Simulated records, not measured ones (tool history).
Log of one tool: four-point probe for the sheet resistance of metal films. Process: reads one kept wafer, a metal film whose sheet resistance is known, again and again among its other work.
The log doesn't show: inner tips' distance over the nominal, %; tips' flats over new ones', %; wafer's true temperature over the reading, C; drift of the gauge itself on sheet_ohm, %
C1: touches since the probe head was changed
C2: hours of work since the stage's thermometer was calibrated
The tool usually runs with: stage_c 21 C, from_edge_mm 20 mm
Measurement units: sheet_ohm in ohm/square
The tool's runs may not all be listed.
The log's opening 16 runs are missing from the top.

Run 17, day 15.058: usual settings but from_edge_mm 16 mm; C1 19658; C2 2284. Result: sheet_ohm 0.043649 ohm/square.
Run 18, day 15.642: usual settings but from_edge_mm 16 mm; C1 19991; C2 2292. Result: sheet_ohm 0.043642 ohm/square.
Run 19, day 16.371: usual settings but from_edge_mm 16 mm; C1 20409; C2 2301. Result: sheet_ohm 0.043644 ohm/square.
Run 20, day 16.992: usual settings but from_edge_mm 16 mm; C1 20764; C2 2309. Result: sheet_ohm 0.043647 ohm/square.
Run 21, day 17.596: usual settings but from_edge_mm 16 mm; C1 21110; C2 2317. Result: sheet_ohm 0.043651 ohm/square.
Run 22, day 18.408: usual settings but from_edge_mm 16 mm; C1 21574; C2 2328. Result: sheet_ohm 0.043658 ohm/square.
Run 23, day 19.562: usual settings but stage_c 35 C, from_edge_mm 38 mm; C1 22233; C2 2342. Result: sheet_ohm 0.043565 ohm/square.
Run 24, day 20.846: usual settings but stage_c 35 C, from_edge_mm 38 mm; C1 22968; C2 2359. Result: sheet_ohm 0.043541 ohm/square.
Run 25, day 22.071: usual settings but stage_c 19 C, from_edge_mm 4 mm; C1 23668; C2 2375. Result: sheet_ohm 0.045739 ohm/square.
Run 26, day 23.321: usual settings but stage_c 19 C, from_edge_mm 8 mm; C1 24385; C2 2391. Result: sheet_ohm 0.044068 ohm/square.
Run 27, day 24.533: usual settings but stage_c 19 C, from_edge_mm 8 mm; C1 25078; C2 2407. Result: sheet_ohm 0.044075 ohm/square.
Run 28, day 25.154: usual settings but from_edge_mm 12 mm; C1 25433; C2 2415. Result: sheet_ohm 0.043749 ohm/square.
Run 29, day 26.171: usual settings but stage_c 31 C, from_edge_mm 8 mm; C1 26014; C2 2428. Result: sheet_ohm 0.044099 ohm/square.
Run 30, day 27.233: usual settings but stage_c 31 C, from_edge_mm 8 mm; C1 26621; C2 2441. Result: sheet_ohm 0.044105 ohm/square.
Run 31, day 28.521: usual settings but stage_c 31 C, from_edge_mm 8 mm; C1 27359; C2 2458. Result: sheet_ohm 0.044107 ohm/square.
Run 32, day 29.367: usual settings but stage_c 31 C, from_edge_mm 46 mm; C1 27843; C2 2469. Result: sheet_ohm 0.043527 ohm/square.
Run 33, day 30.017: usual settings but from_edge_mm 6 mm; C1 28214; C2 2477. Result: sheet_ohm 0.044527 ohm/square.
Run 34, day 31.154: usual settings but stage_c 27 C, from_edge_mm 10 mm; C1 28865; C2 2492. Result: sheet_ohm 0.043893 ohm/square.
Run 35, day 32.312: usual settings but stage_c 34 C, from_edge_mm 13 mm; C1 29528; C2 2507. Result: sheet_ohm 0.043752 ohm/square.
Run 36, day 33.454: usual settings but from_edge_mm 40 mm; C1 30180; C2 2522. Result: sheet_ohm 0.043524 ohm/square.
Run 37, day 34: usual settings but from_edge_mm 29 mm; C1 30492; C2 2529. Result: sheet_ohm 0.043527 ohm/square.
Run 38, day 34.958: usual settings but stage_c 32 C, from_edge_mm 60 mm; C1 31041; C2 2541. Result: sheet_ohm 0.04353 ohm/square.

4 options for the next run, each taken on its own from the tool as it stands now. Forecast them:
Run A, day 35.771: usual settings but from_edge_mm 7 mm; C1 31506; C2 2552. Result: sheet_ohm ?.
Run B, day 35.771: usual settings but stage_c 25 C, from_edge_mm 10 mm; C1 31506; C2 2552. Result: sheet_ohm ?.
Run C, day 35.771: usual settings but stage_c 32 C, from_edge_mm 6 mm; C1 31506; C2 2552. Result: sheet_ohm ?.
Run D, day 35.771: usual settings but stage_c 24 C, from_edge_mm 29 mm; C1 31506; C2 2552. Result: sheet_ohm ?.

run  sheet_ohm
  A   0.044272
  B   0.043881
  C   0.044548
  D   0.043551
Take away the tool's hidden state, keep each run's random variation, and the runs would have read:
run  sheet_ohm
  A   0.044271
  B    0.04388
  C   0.044547
  D    0.04355
